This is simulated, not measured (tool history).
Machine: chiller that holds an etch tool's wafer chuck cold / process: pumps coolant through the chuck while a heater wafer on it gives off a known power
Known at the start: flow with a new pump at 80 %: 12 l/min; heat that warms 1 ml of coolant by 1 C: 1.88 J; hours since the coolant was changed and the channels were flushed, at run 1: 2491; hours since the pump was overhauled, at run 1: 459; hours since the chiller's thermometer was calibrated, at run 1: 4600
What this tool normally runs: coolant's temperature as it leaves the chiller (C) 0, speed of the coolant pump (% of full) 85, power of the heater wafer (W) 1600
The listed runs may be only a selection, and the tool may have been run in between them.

run	hour	coolant's temperature as it leaves the chiller (C)	speed of the coolant pump (% of full)	power of the heater wafer (W)	hours since the coolant was changed and the channels were flushed	hours since the pump was overhauled	hours since the chiller's thermometer was calibrated	chuck's temperature once it has settled (C)	how much warmer the coolant comes back (C)
1	0.0	0	85	1600	2491	459	4600	13.8	4.02
2	101.4	0	85	1399	2592	560	4701	12.4	3.54
# hour 115.2: chiller's thermometer calibrated
3	160.1	0	85	1399	2650	618	45	11.1	3.52
4	235.1	0	85	1399	2725	693	120	11.2	3.51
5	332.3	0	85	1399	2822	790	217	11.2	3.53
6	457.4	0	87	1399	2947	915	342	11.4	3.49
7	597.6	0	87	2133	3088	1055	482	17.2	5.30
8	722.5	0	87	2133	3212	1180	607	17.5	5.33
# hour 809.5: coolant changed, channels flushed
9	840.7	0	87	2133	31	1293	719	15.5	5.32
10	981.3	4	85	1600	172	1433	860	15.8	4.11
11	1092.6	4	85	1600	283	1545	971	16.1	4.11
12	1214.8	0	62	1600	405	1667	1094	15.0	5.74
13	1300.2	0	85	2137	491	1752	1179	16.1	5.50
14	1435.1	0	85	2137	626	1887	1314	16.4	5.53
15	1570.1	0	85	2137	761	2022	1449	16.4	5.54
16	1677.0	0	85	1496	867	2129	1556	11.5	3.91
# hour 1693.3: coolant pump overhauled
17	1771.3	-8	83	1260	957	78	1645	2.5	3.45
18	1891.0	-8	83	1260	1076	198	1765	2.6	3.47
# hour 1914.3: coolant pump overhauled, once more
19	2031.4	6	85	1600	1212	117	1900	18.7	4.01
20	2156.8	6	85	2043	1337	243	2026	22.0	5.12
21	2231.8	-3	95	1663	1412	318	2101	9.2	3.70
22	2372.6	0	70	1053	1553	458	2241	9.7	3.25
23	2491.4	9	96	1287	1672	577	2360	18.8	2.88
24	2603.2	0	85	1952	1784	689	2472	16.0	4.94
25	2684.2	0	85	1952	1865	770	2553	15.8	4.99
26	2814.9	-1	77	2114	1995	901	2684	17.6	5.99
27	2933.0	10	85	1600	2114	1019	2802	23.4	4.10
28	3073.5	10	85	1600	2254	1159	2942	23.6	4.11

Run 29 is up next; what results do you expect?
29	3169.3	10	97	1645	2350	1255	3038	?	?

Run 29 yielded chuck's temperature once it has settled (C) 22.9, how much warmer the coolant comes back (C) 3.69.
If the tool had no hidden condition, the same run with the same run-to-run variation would have returned chuck's temperature once it has settled (C) 20.6, how much warmer the coolant comes back (C) 3.58.
